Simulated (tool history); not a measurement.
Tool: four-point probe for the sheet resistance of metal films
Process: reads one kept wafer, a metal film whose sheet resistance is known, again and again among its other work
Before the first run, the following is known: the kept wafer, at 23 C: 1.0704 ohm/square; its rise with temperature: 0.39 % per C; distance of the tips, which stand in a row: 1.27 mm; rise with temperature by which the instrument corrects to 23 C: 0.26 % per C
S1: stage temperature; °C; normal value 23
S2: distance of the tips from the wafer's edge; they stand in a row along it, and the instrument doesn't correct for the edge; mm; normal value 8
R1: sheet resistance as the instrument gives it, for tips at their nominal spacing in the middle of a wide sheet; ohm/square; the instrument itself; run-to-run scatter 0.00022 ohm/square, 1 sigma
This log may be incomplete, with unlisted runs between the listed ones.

run 1 hour=0.0 | S1=23 S2=8 | R1=1.089965
run 2 hour=42.8 | S1=35 S2=8 | R1=1.105686
run 3 hour=87.3 | S1=35 S2=4 | R1=1.146795
run 4 hour=131.9 | S1=35 S2=4 | R1=1.147648
run 5 hour=175.6 | S1=35 S2=4 | R1=1.147189
run 6 hour=209.7 | S1=35 S2=4 | R1=1.147376
run 7 hour=244.6 | S1=35 S2=4 | R1=1.147549
run 8 hour=269.0 | S1=23 S2=8 | R1=1.090819
run 9 hour=291.5 | S1=21 S2=8 | R1=1.088224
run 10 hour=331.5 | S1=23 S2=8 | R1=1.091028
run 11 hour=350.7 | S1=23 S2=8 | R1=1.091042
run 12 hour=389.7 | S1=23 S2=8 | R1=1.091142
run 13 hour=424.6 | S1=23 S2=8 | R1=1.090731
run 14 hour=451.0 | S1=23 S2=8 | R1=1.090955
run 15 hour=491.2 | S1=23 S2=21 | R1=1.078977
run 16 hour=536.2 | S1=23 S2=8 | R1=1.089623
run 17 hour=582.7 | S1=28 S2=55 | R1=1.081933
run 18 hour=619.8 | S1=27 S2=11 | R1=1.087888
run 19 hour=646.5 | S1=23 S2=13 | R1=1.080744
run 20 hour=670.4 | S1=34 S2=37 | R1=1.090093
run 21 hour=707.8 | S1=26 S2=43 | R1=1.079784
run 22 hour=731.6 | S1=24 S2=8 | R1=1.091013
run 23 hour=777.1 | S1=21 S2=21 | R1=1.075320
run 24 hour=815.1 | S1=19 S2=55 | R1=1.070482
run 25 hour=851.4 | S1=21 S2=47 | R1=1.073258
run 26 hour=891.3 | S1=24 S2=42 | R1=1.077571
run 27 hour=925.4 | S1=23 S2=68 | R1=1.076114
run 28 hour=967.6 | S1=24 S2=68 | R1=1.077504
run 29 hour=999.2 | S1=24 S2=68 | R1=1.077313
run 30 hour=1020.1 | S1=24 S2=68 | R1=1.077353
run 31 hour=1041.0 | S1=24 S2=68 | R1=1.077493
run 32 hour=1072.8 | S1=20 S2=71 | R1=1.072466

Between the runs listed above, the log contained 1 entry, not reproduced here. Where in the sequence does each belong, and how does what the log doesn't record of the tool's condition differ from the listed run before to the listed run after?
Logged between run 15 and run 16: stage's thermometer calibrated (hour 532.6)
  inner tips' distance over the nominal, %: 0.438 -> 0.445; wafer's true temperature over the reading, C: 0.32 -> -0.15
  measured value less the no-hidden-state value, R1: +0.006409 -> +0.004600 ohm/square
